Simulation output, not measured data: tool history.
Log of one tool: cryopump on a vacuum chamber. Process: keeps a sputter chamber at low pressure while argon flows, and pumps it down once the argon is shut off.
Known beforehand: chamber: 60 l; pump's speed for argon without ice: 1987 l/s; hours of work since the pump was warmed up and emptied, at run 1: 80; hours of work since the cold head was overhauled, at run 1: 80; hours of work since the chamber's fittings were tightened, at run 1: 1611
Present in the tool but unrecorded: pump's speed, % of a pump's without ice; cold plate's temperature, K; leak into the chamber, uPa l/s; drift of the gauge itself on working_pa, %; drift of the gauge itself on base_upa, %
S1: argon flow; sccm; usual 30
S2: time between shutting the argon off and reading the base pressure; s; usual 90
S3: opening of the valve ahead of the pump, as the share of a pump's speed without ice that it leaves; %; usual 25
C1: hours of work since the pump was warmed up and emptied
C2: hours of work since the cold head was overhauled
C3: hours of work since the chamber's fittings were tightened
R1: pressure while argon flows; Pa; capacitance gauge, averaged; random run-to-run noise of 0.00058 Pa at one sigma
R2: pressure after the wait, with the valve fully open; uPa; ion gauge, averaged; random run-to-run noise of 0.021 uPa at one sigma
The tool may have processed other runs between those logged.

| run | hour | S1 | S2 | S3 | C1 | C2 | C3 | R1 | R2 |
|---|---|---|---|---|---|---|---|---|---|
| 1 | 0 | 30 | 90 | 25 | 80 | 80 | 1611 | 0.102 | 1.05 |
| 2 | 11.9 | 30 | 90 | 25 | 91 | 91 | 1621 | 0.1022 | 1.09 |
|  | 24.5 | leaking fittings of the chamber tightened, without venting |
| 3 | 35.5 | 30 | 90 | 25 | 110 | 110 | 10 | 0.1036 | 0.39 |
| 4 | 59.7 | 30 | 90 | 25 | 132 | 132 | 31 | 0.1039 | 0.38 |
| 5 | 72.4 | 27 | 90 | 25 | 143 | 143 | 43 | 0.0931 | 0.41 |
| 6 | 85.9 | 27 | 90 | 25 | 155 | 155 | 55 | 0.0931 | 0.39 |
| 7 | 107.1 | 27 | 90 | 25 | 174 | 174 | 74 | 0.0927 | 0.39 |
| 8 | 119.1 | 27 | 90 | 25 | 185 | 185 | 84 | 0.0933 | 0.4 |
| 9 | 129.1 | 30 | 39 | 25 | 194 | 194 | 93 | 0.1034 | 0.61 |
| 10 | 145.5 | 30 | 31 | 25 | 208 | 208 | 108 | 0.1037 | 0.75 |
| 11 | 156.1 | 20 | 90 | 25 | 218 | 218 | 117 | 0.069 | 0.44 |
| 12 | 172.1 | 30 | 202 | 25 | 232 | 232 | 131 | 0.1037 | 0.4 |
| 13 | 195.4 | 43 | 204 | 25 | 253 | 253 | 152 | 0.1483 | 0.34 |
| 14 | 217.2 | 12 | 31 | 56 | 272 | 272 | 172 | 0.0194 | 0.75 |
| 15 | 233 | 30 | 90 | 22 | 286 | 286 | 186 | 0.1181 | 0.5 |
| 16 | 244.6 | 53 | 90 | 22 | 297 | 297 | 196 | 0.2096 | 0.46 |

For run 17, what comes out?
| 17 | 254.7 | 34 | 87 | 44 | 306 | 306 | 205 | ? | ? |

{"run 17": {"R1": 0.0674, "R2": 0.48}}
If the tool had no hidden condition, the same run with the same run-to-run variation would have returned R1 0.0649 Pa, R2 0.32 uPa.

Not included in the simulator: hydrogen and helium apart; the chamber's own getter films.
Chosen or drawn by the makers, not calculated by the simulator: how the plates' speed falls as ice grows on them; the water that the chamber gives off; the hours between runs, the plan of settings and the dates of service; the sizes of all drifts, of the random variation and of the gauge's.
